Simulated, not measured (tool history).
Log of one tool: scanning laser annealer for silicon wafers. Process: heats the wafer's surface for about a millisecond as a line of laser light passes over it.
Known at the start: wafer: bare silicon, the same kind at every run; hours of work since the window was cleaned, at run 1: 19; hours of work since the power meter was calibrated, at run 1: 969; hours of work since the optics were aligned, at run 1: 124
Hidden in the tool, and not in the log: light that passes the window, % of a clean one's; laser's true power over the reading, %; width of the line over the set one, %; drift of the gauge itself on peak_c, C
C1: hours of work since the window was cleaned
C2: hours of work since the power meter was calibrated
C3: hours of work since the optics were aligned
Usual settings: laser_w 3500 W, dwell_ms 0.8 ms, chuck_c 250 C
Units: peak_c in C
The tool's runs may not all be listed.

Run 1, day 0: usual settings; C1 19; C2 969; C3 124. Result: peak_c 953 C.
Run 2, day 2.679: usual settings but laser_w 3076 W; C1 64; C2 1014; C3 169. Result: peak_c 838 C.
Run 3, day 5.962: usual settings but laser_w 3076 W; C1 119; C2 1068; C3 224. Result: peak_c 837 C.
Run 4, day 9.192: usual settings but laser_w 3076 W, chuck_c 241 C; C1 173; C2 1122; C3 278. Result: peak_c 832 C.
Run 5, day 12.1: usual settings but laser_w 3076 W, chuck_c 241 C; C1 222; C2 1171; C3 327. Result: peak_c 829 C.
Run 6, day 15.092: usual settings; C1 272; C2 1221; C3 377. Result: peak_c 951 C.
Run 7, day 16.858: usual settings; C1 301; C2 1251; C3 406. Result: peak_c 950 C.
Run 8, day 19.038: usual settings; C1 337; C2 1287; C3 443. Result: peak_c 946 C.
Run 9, day 21.071: usual settings but chuck_c 214 C; C1 371; C2 1321; C3 477. Result: peak_c 913 C.
Run 10, day 22.9: usual settings but chuck_c 214 C; C1 402; C2 1352; C3 507. Result: peak_c 914 C.
Run 11, day 25.925: usual settings but dwell_ms 0.666 ms, chuck_c 210 C; C1 453; C2 1402; C3 558. Result: peak_c 853 C.
Run 12, day 28.262: usual settings but dwell_ms 0.666 ms, chuck_c 210 C; C1 492; C2 1441; C3 597. Result: peak_c 852 C.
Run 13, day 30.908: usual settings but dwell_ms 0.666 ms, chuck_c 210 C; C1 536; C2 1485; C3 641. Result: peak_c 852 C.
Run 14, day 33.054: usual settings but laser_w 3575 W, chuck_c 269 C; C1 572; C2 1521; C3 677. Result: peak_c 987 C.
Run 15, day 35.008: usual settings but laser_w 3523 W, dwell_ms 0.841 ms, chuck_c 211 C; C1 604; C2 1554; C3 709. Result: peak_c 934 C.
Run 16, day 37.221: usual settings but laser_w 3704 W, dwell_ms 0.78 ms, chuck_c 211 C; C1 641; C2 1591; C3 747. Result: peak_c 958 C.
Run 17, day 39.012: usual settings but laser_w 3704 W, dwell_ms 0.78 ms, chuck_c 211 C; C1 671; C2 1621; C3 776. Result: peak_c 957 C.
Run 18, day 42.054: usual settings but laser_w 3704 W, dwell_ms 0.78 ms, chuck_c 211 C; C1 722; C2 1672; C3 827. Result: peak_c 956 C.
Run 19, day 43.775: usual settings but dwell_ms 0.561 ms, chuck_c 211 C; C1 751; C2 1700; C3 856. Result: peak_c 804 C.
At day 45.612: optics aligned, line set to its width.
Run 20, day 47.121: usual settings but dwell_ms 0.561 ms, chuck_c 211 C; C1 803; C2 1753; C3 25. Result: peak_c 807 C.

4 ways to go on from here, each from the tool as it stands after run 20. What would each give?
Run A, day 48.562: usual settings but laser_w 3614 W, dwell_ms 0.827 ms; C1 827; C2 1777; C3 49. Result: peak_c ?.
Run B, day 48.562: usual settings but laser_w 3683 W, dwell_ms 0.561 ms, chuck_c 211 C; C1 827; C2 1777; C3 49. Result: peak_c ?.
Run C, day 48.562: usual settings but laser_w 3006 W, dwell_ms 0.561 ms, chuck_c 211 C; C1 827; C2 1777; C3 49. Result: peak_c ?.
Run D, day 48.562: usual settings but laser_w 3115 W, dwell_ms 0.92 ms, chuck_c 243 C; C1 827; C2 1777; C3 49. Result: peak_c ?.

run  peak_c
  A     992
  B     845
  C     694
  D     883
Without the tool's hidden state the same runs would have given:
run  peak_c
  A     993
  B     845
  C     694
  D     883

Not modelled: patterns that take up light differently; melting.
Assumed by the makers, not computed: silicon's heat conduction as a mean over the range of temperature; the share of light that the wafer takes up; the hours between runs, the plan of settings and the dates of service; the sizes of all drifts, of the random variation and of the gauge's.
